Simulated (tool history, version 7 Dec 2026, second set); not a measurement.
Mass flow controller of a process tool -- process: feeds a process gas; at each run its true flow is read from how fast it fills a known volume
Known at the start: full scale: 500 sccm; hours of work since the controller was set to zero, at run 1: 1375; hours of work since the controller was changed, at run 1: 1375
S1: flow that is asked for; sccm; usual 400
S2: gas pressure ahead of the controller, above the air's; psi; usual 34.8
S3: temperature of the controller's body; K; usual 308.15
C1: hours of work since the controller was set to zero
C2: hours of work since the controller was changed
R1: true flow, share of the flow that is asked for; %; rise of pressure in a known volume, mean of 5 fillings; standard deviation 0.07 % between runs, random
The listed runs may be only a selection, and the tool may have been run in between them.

run,hour,S1,S2,S3,C1,C2,R1
1,0,400,34.8,308.15,1375,1375,98.49
2,238.3,400,34.8,308.15,1469,1469,98.45
3,425.9,400,34.8,308.15,1543,1543,98.47
4,584.5,400,34.8,308.15,1606,1606,98.43
5,787.3,400,34.8,308.15,1686,1686,98.41
6,1002.5,400,34.8,308.15,1771,1771,98.51
7,1140.8,400,34.8,308.15,1825,1825,98.46
8,1464.5,400,34.8,308.15,1953,1953,98.41
9,1743.7,400,34.8,308.15,2063,2063,98.33
10,2052.8,400,34.8,308.15,2185,2185,98.33
11,2204.8,400,34.8,308.15,2245,2245,98.27
12,2338.1,400,33.2,308.15,2298,2298,98.45
13,2554.7,400,33.2,308.15,2383,2383,98.35
14,2877.9,400,24.7,308.15,2511,2511,98.54
15,3160.3,400,29.4,308.15,2622,2622,98.31
16,3481,400,34.8,308.15,2749,2749,98.15
17,3792,400,34.8,308.15,2871,2871,98.22
18,3997.2,400,34.8,308.15,2952,2952,97.98
19,4271.8,400,34.8,308.15,3061,3061,98.02
20,4484.5,400,34.8,308.15,3145,3145,97.95
21,4664,400,21,301.15,3216,3216,98.8
22,4966.3,400,21,303.15,3335,3335,98.75
23,5247.8,109,26,294.15,3446,3446,99.65
24,5383.1,135,27.8,299.15,3499,3499,99.04
25,5588.8,135,27.8,299.15,3581,3581,98.91
26,5840.1,361,27.8,299.15,3680,3680,98.82
27,5996.4,121,21.2,299.15,3741,3741,99.23
28,6222.1,121,21.2,299.15,3830,3830,99.33
29,6485.9,54,26.1,309.15,3935,3935,100.03
30,6717.5,400,21.2,311.15,4026,4026,97.88
31,7039.1,116,40.3,311.15,4153,4153,97.75
# hour 7119.3: controller's zero set anew
32,7205.2,400,24.2,298.15,34,4218,98.27
33,7337.7,52,24.2,298.15,86,4271,97.48
34,7550.2,67,20.6,308.15,170,4354,96.75
35,7757.1,67,30.7,296.15,252,4436,97.56
36,8076.9,67,30.7,296.15,378,4562,97.56
37,8372.2,67,30.7,296.15,494,4679,97.53
38,8694.7,55,20.9,296.15,622,4806,97.96
39,8905.5,227,31.5,297.15,705,4889,97.53
40,9182.5,54,25.1,297.15,814,4999,97.84

3 options for the next run, each taken on its own from the tool as it stands now. Forecast them:
A,9453.4,216,25.1,312.15,921,5105,?
B,9453.4,54,21.6,307.15,921,5105,?
C,9453.4,89,26.8,294.15,921,5105,?

run,R1
A,96.55
B,97.31
C,97.87
Without the tool's unlogged condition, the same runs would have read:
run,R1
A,98.24
B,98.35
C,99.25
